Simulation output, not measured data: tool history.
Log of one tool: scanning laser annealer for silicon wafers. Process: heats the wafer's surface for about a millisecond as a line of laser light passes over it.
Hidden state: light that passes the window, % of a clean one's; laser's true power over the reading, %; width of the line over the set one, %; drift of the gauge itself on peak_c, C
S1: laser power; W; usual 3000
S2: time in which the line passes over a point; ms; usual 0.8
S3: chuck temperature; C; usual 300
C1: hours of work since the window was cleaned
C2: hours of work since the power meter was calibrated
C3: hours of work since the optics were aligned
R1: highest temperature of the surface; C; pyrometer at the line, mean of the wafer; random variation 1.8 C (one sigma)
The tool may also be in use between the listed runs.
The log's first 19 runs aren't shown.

run     day    S1     S2   S3   C1   C2   C3    R1
 20  15.533  2897  0.791  308  666  314  465   970
 21  16.104  2561  0.667  294  675  323  474   835
 22  17.062  2561  0.667  294  690  338  489   836
 23  17.729  3000    0.8  319  701  348  499  1008
 24  18.696  3000    0.8  319  716  364  515  1006
 25  19.792  3155    0.8  264  733  381  532   987
 26  20.479  2594  0.791  304  744  392  543   899
 27  21.362  3161  0.718  300  758  406  557   984
 28  22.508  2761  0.565  332  776  424  575   865
 29  23.138  2839  0.958  281  786  434  585   988
 30  23.729  2839  0.958  281  795  443  594   990
 31  24.921  3000  0.765  335  814  462  613  1004

5 ways to go on from here, each from the tool as it stands after run 31. What would each give?
  A  25.6  3000  0.765  308  825  472  623   ?
  B  25.6  3000  0.882  265  825  472  623   ?
  C  25.6  2812  0.645  300  825  472  623   ?
  D  25.6  3000  0.899  316  825  472  623   ?
  E  25.6  2566  0.765  335  825  472  623   ?

run    R1
  A   977
  B   980
  C   881
  D  1040
  E   912
Without the tool's hidden state the same runs would have given:
run    R1
  A  1007
  B  1013
  C   907
  D  1073
  E   938
